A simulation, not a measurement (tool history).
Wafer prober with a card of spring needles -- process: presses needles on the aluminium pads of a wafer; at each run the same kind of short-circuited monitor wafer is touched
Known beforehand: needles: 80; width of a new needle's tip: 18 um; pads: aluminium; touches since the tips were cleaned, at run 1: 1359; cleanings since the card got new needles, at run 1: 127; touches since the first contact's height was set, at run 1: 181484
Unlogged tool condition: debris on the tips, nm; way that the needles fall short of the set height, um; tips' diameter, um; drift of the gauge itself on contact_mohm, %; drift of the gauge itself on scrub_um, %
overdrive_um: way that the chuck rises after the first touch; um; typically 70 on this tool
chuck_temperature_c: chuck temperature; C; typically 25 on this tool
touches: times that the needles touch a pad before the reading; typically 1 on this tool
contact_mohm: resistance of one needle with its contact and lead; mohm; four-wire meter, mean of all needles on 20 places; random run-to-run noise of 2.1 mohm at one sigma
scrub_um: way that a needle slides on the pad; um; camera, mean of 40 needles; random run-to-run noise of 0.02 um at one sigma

run,hour,overdrive_um,chuck_temperature_c,touches,touches since the tips were cleaned,cleanings since the card got new needles,touches since the first contact's height was set,contact_mohm,scrub_um
1,0,70,25,1,1359,127,181484,300,8.17
# hour 13.1: tips cleaned on abrasive film
# hour 33.4: tips cleaned on abrasive film
# hour 53.3: tips cleaned on abrasive film
2,53.3,70,25,1,0,130,193965,239,8.05
# hour 70.8: tips cleaned on abrasive film
# hour 83.1: height of the first contact set anew
# hour 91: tips cleaned on abrasive film
# hour 108.5: tips cleaned on abrasive film
3,124.9,67,25,1,3880,133,9805,379,8.04
# hour 128.9: tips cleaned on abrasive film
# hour 146.4: tips cleaned on abrasive film
4,161.5,67,25,1,3562,135,18370,376,8.01
# hour 166: tips cleaned on abrasive film
# hour 186.9: tips cleaned on abrasive film
# hour 198.9: tips cleaned on abrasive film, once more
# hour 216.4: tips cleaned on abrasive film
5,220.7,67,25,1,994,139,32191,309,8.02
# hour 237.5: tips cleaned on abrasive film
# hour 255: tips cleaned on abrasive film
# hour 276.4: tips cleaned on abrasive film
6,281.5,67,25,1,1208,142,46442,315,7.97
# hour 298: tips cleaned on abrasive film
# hour 319.3: tips cleaned on abrasive film
# hour 338.5: tips cleaned on abrasive film
# hour 357.5: tips cleaned on abrasive film
7,357.5,70,25,1,0,146,64233,239,8.32
# hour 375: tips cleaned on abrasive film
# hour 395.1: tips cleaned on abrasive film
8,395.1,59,25,1,0,148,73028,251,6.96
# hour 415.8: tips cleaned on abrasive film
# hour 433.3: tips cleaned on abrasive film
# hour 453.5: tips cleaned on abrasive film
9,470.5,59,25,1,4010,151,90710,443,6.92
# hour 473.9: tips cleaned on abrasive film
# hour 495.7: tips cleaned on abrasive film
# hour 516.4: tips cleaned on abrasive film
# hour 533.9: tips cleaned on abrasive film
10,534.8,59,25,1,199,155,105748,280,6.95
# hour 551.6: tips cleaned on abrasive film
# hour 571.9: tips cleaned on abrasive film
11,571.9,70,25,1,0,157,114444,240,8.27
# hour 593.6: tips cleaned on abrasive film
# hour 615.5: tips cleaned on abrasive film
12,615.6,70,25,1,33,159,124676,253,8.24
# hour 635.8: tips cleaned on abrasive film
# hour 656.9: tips cleaned on abrasive film
# hour 674.4: tips cleaned on abrasive film
# hour 695.3: tips cleaned on abrasive film
13,696.2,70,25,1,201,163,143546,260,8.2
# hour 713.1: tips cleaned on abrasive film
# hour 732: tips cleaned on abrasive film
14,732,70,25,1,0,165,151932,237,8.2
# hour 753.6: tips cleaned on abrasive film
# hour 774.6: tips cleaned on abrasive film
# hour 796: tips cleaned on abrasive film
15,796,63,61,2,0,168,166918,259,7.33
# hour 816.4: tips cleaned on abrasive film
# hour 837.7: tips cleaned on abrasive film
16,852.4,63,89,1,3480,170,180156,409,7.29
# hour 856.9: tips cleaned on abrasive film
# hour 878.7: tips cleaned on abrasive film
# hour 899.5: tips cleaned on abrasive film
# hour 919.9: tips cleaned on abrasive film
17,929.8,81,49,2,2334,174,198276,289,9.45
# hour 938.4: tips cleaned on abrasive film
# hour 938.7: height of the first contact set anew
# hour 958.9: tips cleaned on abrasive film
18,973,81,49,2,3316,176,8039,300,9.75
# hour 977.4: tips cleaned on abrasive film
# hour 998.2: tips cleaned on abrasive film
# hour 1015.7: tips cleaned on abrasive film
19,1018.6,70,35,2,677,179,18701,264,8.44
# hour 1034.3: tips cleaned on abrasive film
# hour 1055.3: tips cleaned on abrasive film
# hour 1073.8: tips cleaned on abrasive film
20,1073.8,57,25,1,0,182,31619,260,6.79
# hour 1091.3: tips cleaned on abrasive film
# hour 1111.2: tips cleaned on abrasive film
# hour 1131.9: tips cleaned on abrasive film
21,1147.1,70,99,1,3569,185,48808,379,8.36
# hour 1151.6: tips cleaned on abrasive film
# hour 1171.5: tips cleaned on abrasive film
# hour 1192.9: tips cleaned on abrasive film
# hour 1214.5: tips cleaned on abrasive film
22,1224.1,70,30,2,2269,189,66843,310,8.35
# hour 1232.3: tips cleaned on abrasive film
# hour 1253.6: tips cleaned on abrasive film
# hour 1274.5: tips cleaned on abrasive film
23,1279,70,30,2,1066,192,79688,280,8.33
# hour 1292.1: tips cleaned on abrasive film
# hour 1309.6: tips cleaned on abrasive film
24,1315.4,70,58,2,1351,194,88197,296,8.31
# hour 1328.5: tips cleaned on abrasive film
# hour 1348.9: tips cleaned on abrasive film
# hour 1368.4: tips cleaned on abrasive film
# hour 1389.6: tips cleaned on abrasive film
25,1389.6,80,48,2,0,198,105585,247,9.47
# hour 1411.1: tips cleaned on abrasive film
26,1427.5,50,41,1,3862,199,114484,535,5.85
# hour 1432: tips cleaned on abrasive film
# hour 1449.5: tips cleaned on abrasive film
27,1466,66,118,2,3898,201,123491,356,7.73
# hour 1470.3: tips cleaned on abrasive film
# hour 1487.8: tips cleaned on abrasive film
28,1504,70,30,1,3807,203,132378,391,8.24

Below are 3 alternative next runs, each starting from the tool's condition after run 28. Predict each:
# hour 1508.4: tips cleaned on abrasive film
# hour 1529: tips cleaned on abrasive film
# hour 1549.7: tips cleaned on abrasive film
# hour 1567.2: tips cleaned on abrasive film
A,1584.1,70,123,2,3978,207,151141,?,?
# hour 1508.4: tips cleaned on abrasive film
# hour 1529: tips cleaned on abrasive film
# hour 1549.7: tips cleaned on abrasive film
# hour 1567.2: tips cleaned on abrasive film
B,1584.1,89,30,1,3978,207,151141,?,?
# hour 1508.4: tips cleaned on abrasive film
# hour 1529: tips cleaned on abrasive film
# hour 1549.7: tips cleaned on abrasive film
# hour 1567.2: tips cleaned on abrasive film
C,1584.1,75,30,1,3978,207,151141,?,?

run,contact_mohm,scrub_um
A,345,8.2
B,326,10.44
C,370,8.81
Without the tool's unlogged condition, the same runs would have read:
run,contact_mohm,scrub_um
A,258,8.44
B,225,10.68
C,230,9.05

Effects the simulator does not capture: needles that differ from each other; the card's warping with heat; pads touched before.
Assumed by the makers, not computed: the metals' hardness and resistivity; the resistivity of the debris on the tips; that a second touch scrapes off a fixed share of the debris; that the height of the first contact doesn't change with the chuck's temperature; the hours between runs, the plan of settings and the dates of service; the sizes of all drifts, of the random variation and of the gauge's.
